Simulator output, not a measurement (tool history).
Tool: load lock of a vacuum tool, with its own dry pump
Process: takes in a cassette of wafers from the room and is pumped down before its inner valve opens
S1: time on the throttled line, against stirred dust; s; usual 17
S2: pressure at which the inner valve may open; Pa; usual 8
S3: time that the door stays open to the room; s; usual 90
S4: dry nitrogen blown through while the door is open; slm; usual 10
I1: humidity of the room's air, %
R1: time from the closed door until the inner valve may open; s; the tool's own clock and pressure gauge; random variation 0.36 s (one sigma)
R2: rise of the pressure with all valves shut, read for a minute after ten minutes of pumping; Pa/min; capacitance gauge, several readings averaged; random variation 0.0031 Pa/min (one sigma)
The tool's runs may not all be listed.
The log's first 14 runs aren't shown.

run,day,S1,S2,S3,S4,I1,R1,R2
15,76.562,17,8,43,10,46.2,31.8,0.046
16,81.679,17,14,90,10,44.4,30.5,0.061
17,87.775,17,14,90,10,47.3,31.4,0.063
18,92.717,17,8,90,10,42.8,32,0.058
19,96.933,17,8,90,10,43.2,31.9,0.056
20,103.908,22,8,90,27,47.3,35.5,0.044
21,110.538,16,10,29,31,46.6,30.7,0.031
22,117.05,16,10,29,31,39.7,30.2,0.026
23,121.425,17,8,56,10,44.1,31.4,0.049
24,129.117,17,8,94,6,45.6,31,0.067

The next listed run, before its measurement:
25,133.762,31,10,49,15,47.4,?,?

Run 25 gave R1 43.5 s, R2 0.047 Pa/min.
Without the tool's hidden state the same run would have given R1 43.5 s, R2 0.046 Pa/min.
